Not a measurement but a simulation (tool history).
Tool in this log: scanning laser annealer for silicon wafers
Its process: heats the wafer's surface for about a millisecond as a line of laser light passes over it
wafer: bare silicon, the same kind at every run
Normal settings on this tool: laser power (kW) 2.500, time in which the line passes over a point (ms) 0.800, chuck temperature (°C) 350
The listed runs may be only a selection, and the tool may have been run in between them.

| run | hour | laser power (kW) | time in which the line passes over a point (ms) | chuck temperature (°C) | highest temperature of the surface (°C) |
|---|---|---|---|---|---|
| 1 | 0.0 | 2.500 | 0.800 | 350 | 1108 |
| 2 | 58.8 | 2.500 | 0.732 | 350 | 1110 |
| 3 | 105.9 | 2.500 | 0.732 | 350 | 1109 |
| 4 | 146.4 | 2.500 | 0.732 | 349 | 1108 |
| 5 | 174.7 | 2.500 | 0.917 | 350 | 1203 |
| 6 | 237.5 | 2.500 | 0.917 | 350 | 1214 |
| 7 | 281.1 | 2.500 | 0.917 | 350 | 1205 |
| 8 | 332.4 | 2.500 | 0.917 | 350 | 1206 |
| 9 | 368.0 | 2.500 | 0.800 | 376 | 1174 |
| 10 | 425.2 | 2.500 | 0.800 | 376 | 1167 |
| 11 | 452.2 | 2.500 | 0.800 | 376 | 1173 |
| 12 | 487.1 | 2.500 | 0.800 | 376 | 1170 |
| 13 | 551.9 | 2.385 | 0.800 | 350 | 1098 |
| 14 | 597.8 | 2.385 | 0.645 | 350 | 1016 |
| 15 | 640.3 | 2.318 | 0.800 | 350 | 1069 |
| 16 | 702.7 | 2.318 | 0.800 | 350 | 1069 |
| 17 | 733.8 | 2.318 | 0.800 | 350 | 1066 |
| 18 | 762.3 | 2.318 | 0.800 | 350 | 1065 |
| 19 | 804.9 | 2.181 | 0.800 | 350 | 1011 |
| 20 | 839.9 | 2.181 | 0.800 | 350 | 1013 |
| 21 | 874.7 | 2.181 | 0.800 | 350 | 1011 |
| 22 | 905.4 | 2.181 | 0.800 | 350 | 1010 |
| 23 | 942.5 | 2.181 | 0.800 | 350 | 1011 |
| 24 | 1006.1 | 2.181 | 0.800 | 350 | 1009 |
| 25 | 1049.0 | 2.195 | 0.800 | 340 | 1002 |
| 26 | 1113.0 | 2.195 | 0.800 | 340 | 997 |
| 27 | 1149.8 | 2.616 | 0.784 | 340 | 1156 |
| 28 | 1210.6 | 2.616 | 0.784 | 340 | 1151 |
| 29 | 1254.0 | 2.616 | 0.846 | 356 | 1201 |
| 30 | 1282.8 | 2.635 | 0.997 | 330 | 1255 |
| 31 | 1334.0 | 2.250 | 0.734 | 357 | 1007 |
| 32 | 1393.6 | 2.500 | 0.763 | 365 | 1118 |
| 33 | 1424.6 | 2.500 | 0.677 | 351 | 1060 |
| 34 | 1464.8 | 2.500 | 0.732 | 366 | 1102 |
| 35 | 1517.7 | 2.499 | 0.819 | 343 | 1116 |
| 36 | 1558.0 | 2.500 | 0.801 | 350 | 1117 |
| 37 | 1589.3 | 2.500 | 0.618 | 350 | 1022 |
| 38 | 1654.2 | 2.500 | 0.618 | 350 | 1018 |
| 39 | 1712.6 | 2.365 | 0.723 | 323 | 997 |
| 40 | 1778.5 | 2.252 | 0.723 | 323 | 959 |
| 41 | 1825.8 | 2.184 | 0.800 | 350 | 1029 |

Not shown: 3 entries that the log had between the listed runs. Between which runs, and how does the tool's hidden state differ before and after?
From run 1 to run 2: window over the wafer cleaned (hour 36.5)
  light that passes the window, % of a clean one's: 95.61 -> 99.8; laser's true power over the reading, %: 0.47 -> 0.48; width of the line over the set one, %: 1.23 -> 1.24
  measured result minus the result with no hidden state, highest temperature of the surface (°C): -45 -> -5
From run 5 to run 6: optics aligned, line set to its width (hour 212.2)
  light that passes the window, % of a clean one's: 99.49 -> 99.34; laser's true power over the reading, %: 0.51 -> 0.52; width of the line over the set one, %: 1.28 -> 0.01
  measured result minus the result with no hidden state, highest temperature of the surface (°C): -8 -> -2
From run 40 to run 41: window over the wafer cleaned (hour 1825.8)
  light that passes the window, % of a clean one's: 95.37 -> 99.95; laser's true power over the reading, %: 0.87 -> 0.88; width of the line over the set one, %: 0.5 -> 0.51
  measured result minus the result with no hidden state, highest temperature of the surface (°C): -34 -> +4
